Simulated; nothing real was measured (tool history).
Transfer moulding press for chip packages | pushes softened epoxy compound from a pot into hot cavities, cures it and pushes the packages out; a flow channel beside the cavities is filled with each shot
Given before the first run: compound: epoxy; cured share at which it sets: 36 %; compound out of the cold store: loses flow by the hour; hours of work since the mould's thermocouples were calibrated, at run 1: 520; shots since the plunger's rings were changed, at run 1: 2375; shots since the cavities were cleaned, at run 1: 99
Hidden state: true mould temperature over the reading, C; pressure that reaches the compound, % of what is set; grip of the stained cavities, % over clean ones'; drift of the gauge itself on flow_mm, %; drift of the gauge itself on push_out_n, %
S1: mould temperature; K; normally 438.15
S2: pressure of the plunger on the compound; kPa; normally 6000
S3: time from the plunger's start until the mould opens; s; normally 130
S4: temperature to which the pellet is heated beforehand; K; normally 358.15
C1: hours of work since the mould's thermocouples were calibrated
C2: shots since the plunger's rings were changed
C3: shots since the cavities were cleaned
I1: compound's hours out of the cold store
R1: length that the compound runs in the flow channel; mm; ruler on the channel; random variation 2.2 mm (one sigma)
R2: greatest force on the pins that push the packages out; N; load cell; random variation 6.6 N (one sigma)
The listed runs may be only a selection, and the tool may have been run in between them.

run,hour,S1,S2,S3,S4,C1,C2,C3,I1,R1,R2
1,0.0,438.15,6000,130,358.15,520,2375,99,30.5,613,291
2,13.6,438.15,6000,130,358.15,529,2504,228,34.8,603,327
3,31.1,438.15,5200,130,358.15,541,2671,395,25.3,577,363
4,48.2,438.15,5200,130,358.15,552,2833,557,30.6,567,379
# hour 60.9: cavities cleaned with cleaning compound and waxed
5,76.9,436.15,6000,130,358.15,570,3091,151,15.4,638,338
6,97.3,438.15,6000,151,358.15,584,3285,345,23.9,618,320
7,121.9,438.15,6000,151,358.15,600,3519,579,44.9,585,360
# hour 132.4: cavities cleaned with cleaning compound and waxed
8,143.5,434.15,6000,151,358.15,614,3709,105,17.8,631,300
# hour 147.3: plunger's sealing rings changed
9,169.7,434.15,6000,151,358.15,629,213,331,19.4,657,339
10,184.5,438.15,6000,130,351.15,639,353,471,26.1,637,355
11,200.2,438.15,6000,130,358.15,650,503,621,46.1,603,391
# hour 205.0: cavities cleaned with cleaning compound and waxed
12,229.2,438.15,6000,130,366.15,668,764,230,38.7,613,322
13,245.9,438.15,6000,130,366.15,679,922,388,15.5,645,343
14,263.2,438.15,6000,161,358.15,691,1087,553,8.1,654,344
# hour 276.2: cavities cleaned with cleaning compound and waxed
15,278.4,436.15,5070,130,358.15,700,1217,21,42.8,562,289
16,290.1,436.15,5070,130,358.15,708,1328,132,47.7,552,316
# hour 305.3: mould's thermocouples calibrated
17,310.7,446.15,6000,130,358.15,4,1504,308,46.7,579,307
18,325.9,446.15,6000,130,358.15,14,1650,454,14.1,623,324
19,340.4,446.15,6000,130,358.15,23,1787,591,25.3,604,366
# hour 348.9: cavities cleaned with cleaning compound and waxed
20,360.6,446.15,6000,130,358.15,36,1964,111,19.1,611,269
21,375.5,445.15,6000,118,358.15,46,2106,253,26.7,601,305
22,401.0,438.15,5010,130,361.15,63,2348,495,27.8,567,388
# hour 419.6: cavities cleaned with cleaning compound and waxed
23,428.2,438.15,5130,150,349.15,80,2592,81,40.0,552,267
24,446.1,437.15,4510,130,352.15,92,2762,251,46.4,510,353
25,472.6,438.15,6950,139,367.15,109,3014,503,40.8,634,366
# hour 489.9: cavities cleaned with cleaning compound and waxed
26,495.5,438.15,6950,139,367.15,124,3217,53,13.5,677,274
27,517.0,441.15,5460,156,368.15,138,3422,258,42.7,548,296
28,532.1,441.15,5460,156,368.15,148,3565,401,26.9,571,326

Predict each of these 4 candidate next runs independently; none follows another, all start after run 28:
# hour 552.3: plunger's sealing rings changed
A,554.2,438.15,5240,130,359.15,161,18,587,39.2,?,?
# hour 552.3: plunger's sealing rings changed
B,554.2,442.15,5700,147,358.15,161,18,587,36.0,?,?
# hour 552.3: plunger's sealing rings changed
C,554.2,441.15,6870,157,368.15,161,18,587,29.4,?,?
# hour 552.3: plunger's sealing rings changed
D,554.2,437.15,5740,154,358.15,161,18,587,43.4,?,?

run,R1,R2
A,576,398
B,596,344
C,668,350
D,606,363
Had the tool no hidden state, the same runs would have come out as:
run,R1,R2
A,579,271
B,599,233
C,672,237
D,609,248
